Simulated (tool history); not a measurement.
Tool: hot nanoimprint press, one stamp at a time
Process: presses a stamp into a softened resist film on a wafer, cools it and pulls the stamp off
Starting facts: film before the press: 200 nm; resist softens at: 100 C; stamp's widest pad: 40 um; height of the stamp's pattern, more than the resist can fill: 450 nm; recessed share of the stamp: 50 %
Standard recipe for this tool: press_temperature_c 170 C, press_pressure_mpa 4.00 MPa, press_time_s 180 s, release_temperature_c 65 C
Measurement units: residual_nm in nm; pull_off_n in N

run,hour,press_temperature_c,press_pressure_mpa,press_time_s,release_temperature_c,residual_nm,pull_off_n
1,0.0,170,4.00,180,65,117.3,182
2,29.5,170,4.00,180,65,117.5,194
3,49.2,181,4.00,180,65,71.3,192
4,62.2,181,4.00,180,65,71.4,192
5,77.9,181,4.00,180,65,71.3,190
6,100.2,181,4.00,180,65,71.0,192
7,116.3,170,4.00,180,65,117.7,199
8,139.2,170,4.00,180,65,117.7,199
9,153.4,170,4.00,180,65,117.6,195
# hour 167.9: stamp cleaned and given a new release coat
10,179.2,170,4.00,180,65,117.5,193
# hour 194.7: plate thermocouple calibrated
11,209.7,170,4.00,180,65,117.9,199
12,239.7,170,4.00,180,65,117.7,196
13,252.9,170,4.00,180,65,118.0,198
14,265.9,170,4.00,180,65,117.7,191
15,292.6,170,4.00,239,68,106.7,183
16,319.8,170,3.34,128,65,137.6,188
17,341.2,160,3.43,244,64,159.7,191
18,371.5,178,3.23,180,65,90.4,190
19,392.7,174,3.23,180,65,107.3,196
20,417.6,161,2.48,180,70,172.9,176
21,444.1,161,2.48,180,70,173.1,173
# hour 473.3: stamp cleaned and given a new release coat
22,479.7,161,2.48,180,70,173.1,174
23,510.4,161,2.48,180,70,172.8,171
# hour 545.0: press's hydraulic seals changed and the load cell set to zero
24,547.2,170,3.91,238,65,108.0,191
25,566.5,170,3.91,238,65,108.0,202
26,589.3,169,2.73,180,62,138.0,202
27,602.1,169,2.71,180,62,137.9,212
28,620.2,176,4.99,163,72,85.8,168

3 ways to go on from here, each from the tool as it stands after run 28. What would each give?
A,636.3,164,4.00,303,55,?,?
B,636.3,177,4.00,249,53,?,?
C,636.3,174,5.96,267,65,?,?

run,residual_nm,pull_off_n
A,128.2,231
B,75.2,246
C,71.6,195
The same runs, with their run-to-run variation unchanged, on a tool lacking any hidden condition would have given:
run,residual_nm,pull_off_n
A,128.1,229
B,75.1,244
C,71.6,194
